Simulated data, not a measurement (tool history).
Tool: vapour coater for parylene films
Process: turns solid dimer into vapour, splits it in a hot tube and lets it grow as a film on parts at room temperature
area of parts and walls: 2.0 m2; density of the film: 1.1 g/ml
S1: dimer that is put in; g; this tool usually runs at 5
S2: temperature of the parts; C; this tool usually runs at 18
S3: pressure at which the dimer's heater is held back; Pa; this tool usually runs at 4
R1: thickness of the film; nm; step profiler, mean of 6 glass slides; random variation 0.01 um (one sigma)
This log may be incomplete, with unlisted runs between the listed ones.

run,day,S1,S2,S3,R1
1,0,5,18,4,990
2,0.683,5,18,4,960
3,1.204,5,18,4,970
4,1.638,5,18,4,970
5,2.096,5,18,4,950
6,2.529,5,18,4,970
7,2.879,5,18,4,970
8,3.421,5,18,4,960
# day 3.638: trap's valve overhauled
9,4.054,5,18,4,950
10,4.583,5,18,4,940
11,5.096,5,18,4,930
12,5.646,5,18,4,950
13,6.35,5,18,4,920
# day 6.758: trap's valve overhauled, once more
14,7.088,5,18,4,1100
15,7.808,2,22,5.28,380
16,8.208,3,19,3.74,660
17,8.692,5,18,11,880
18,9.275,5,18,11,910
19,9.792,5,13,2.24,1330
20,10.279,3,13,3.88,700
21,11.038,5,23,11.44,800
22,11.467,5,23,11.44,810
23,12.3,5,18,9.85,920
24,12.671,3,18,9.85,550
25,13.304,5,18,5.29,1030
26,13.704,3,18,2.92,690
27,14.238,4,14,2.92,980
28,14.942,5,16,5.2,1080

Consider 3 possible next runs. They are alternatives, not a sequence: every one starts from the tool as it was left by run 28. What does each give?
A,15.638,3,20,4.06,?
B,15.638,2,22,2.4,?
C,15.638,5,18,10.09,?

run,R1
A,640
B,450
C,900
The same runs, with their run-to-run variation unchanged, on a tool lacking any hidden condition would have given:
run,R1
A,650
B,460
C,920
